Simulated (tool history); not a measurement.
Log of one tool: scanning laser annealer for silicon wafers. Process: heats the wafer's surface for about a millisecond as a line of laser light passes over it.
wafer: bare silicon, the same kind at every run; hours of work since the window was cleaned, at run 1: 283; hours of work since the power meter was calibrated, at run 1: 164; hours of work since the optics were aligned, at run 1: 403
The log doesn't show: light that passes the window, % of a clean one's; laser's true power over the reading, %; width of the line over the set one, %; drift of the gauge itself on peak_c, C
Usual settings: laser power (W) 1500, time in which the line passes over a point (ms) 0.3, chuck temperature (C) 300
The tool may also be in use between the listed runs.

run,hour,laser power (W),time in which the line passes over a point (ms),chuck temperature (C),hours of work since the window was cleaned,hours of work since the power meter was calibrated,hours of work since the optics were aligned,highest temperature of the surface (C)
1,0,1500,0.3,300,283,164,403,1066
2,44.8,1500,0.298,300,310,190,429,1062
3,118.5,1500,0.298,300,353,233,473,1058
4,151.4,1500,0.3,300,372,253,492,1063
5,193.5,1500,0.3,300,397,277,517,1057
6,237.5,1500,0.3,300,423,303,543,1057
7,283.4,1500,0.3,300,450,330,570,1057
8,347.1,1500,0.3,300,487,368,607,1053
9,420.8,1500,0.3,305,531,411,650,1058
# hour 452.6: window over the wafer cleaned
10,459.5,1500,0.3,270,4,433,672,1043
11,497.4,1500,0.3,270,26,455,694,1044
12,546.7,1500,0.3,270,55,484,723,1040
13,579.4,1372,0.3,300,75,503,742,987
14,637.3,1372,0.3,300,109,537,776,986
15,680.4,1500,0.3,300,134,562,802,1067
16,715.6,1544,0.3,300,155,583,823,1093
17,746.9,1544,0.3,300,173,602,841,1096
18,818.4,1544,0.3,300,215,644,883,1094
19,852.8,1544,0.3,300,235,664,903,1091
20,922.1,1489,0.222,297,276,705,944,960
21,978.5,1288,0.308,321,309,738,977,950

The next listed run, before its measurement:
22,1023.1,1293,0.212,278,335,764,1003,?

{"run 22": {"highest temperature of the surface (C)": 815}}
Without the tool's hidden state the same run would have given highest temperature of the surface (C) 838.
